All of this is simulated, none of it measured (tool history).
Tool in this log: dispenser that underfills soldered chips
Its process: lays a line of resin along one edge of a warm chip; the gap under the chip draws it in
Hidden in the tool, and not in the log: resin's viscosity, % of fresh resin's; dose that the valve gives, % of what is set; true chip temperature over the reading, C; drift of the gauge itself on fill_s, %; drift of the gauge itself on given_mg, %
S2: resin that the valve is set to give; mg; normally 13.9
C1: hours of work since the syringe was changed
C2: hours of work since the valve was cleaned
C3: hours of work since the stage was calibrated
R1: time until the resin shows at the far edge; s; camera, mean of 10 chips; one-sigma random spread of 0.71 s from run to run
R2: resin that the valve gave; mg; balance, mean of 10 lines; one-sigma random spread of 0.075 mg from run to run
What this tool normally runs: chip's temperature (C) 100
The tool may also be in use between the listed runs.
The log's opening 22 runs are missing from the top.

Run 23, day 6.654: usual settings but chip's temperature (C) 93, S2 16.0 mg; C1 6; C2 71; C3 306. Result: R1 128.7 s, R2 14.95 mg.
Run 24, day 6.912: usual settings but chip's temperature (C) 93, S2 16.0 mg; C1 10; C2 76; C3 310. Result: R1 185.4 s, R2 14.92 mg.
At day 6.983: new syringe of resin.
Run 25, day 7.212: usual settings but chip's temperature (C) 102, S2 15.8 mg; C1 4; C2 81; C3 316. Result: R1 90.5 s, R2 14.62 mg.
At day 7.538: dispensing valve cleaned and set on the balance.
Run 26, day 7.579: usual settings but chip's temperature (C) 97, S2 15.5 mg; C1 10; C2 1; C3 322. Result: R1 163.8 s, R2 15.52 mg.
At day 7.629: new syringe of resin.
Run 27, day 7.817: usual settings but chip's temperature (C) 97, S2 15.5 mg; C1 3; C2 5; C3 326. Result: R1 95.7 s, R2 15.43 mg.
Run 28, day 8.008: usual settings but chip's temperature (C) 91, S2 15.5 mg; C1 7; C2 9; C3 329. Result: R1 148.8 s, R2 15.32 mg.
At day 8.262: new syringe of resin.
Run 29, day 8.292: usual settings but chip's temperature (C) 91, S2 15.5 mg; C1 0; C2 14; C3 334. Result: R1 90.3 s, R2 15.37 mg.
Run 30, day 8.529: usual settings but chip's temperature (C) 91, S2 15.5 mg; C1 5; C2 18; C3 339. Result: R1 127.3 s, R2 15.24 mg.

For run 31, what comes out?
Run 31, day 8.838: usual settings but chip's temperature (C) 104, S2 15.3 mg; C1 11; C2 24; C3 345. Result: R1 ?, R2 ?.

R1: 136.3 s
R2: 14.93 mg
Minus the tool's unlogged condition, the same run would have read R1 56.8 s, R2 15.34 mg.
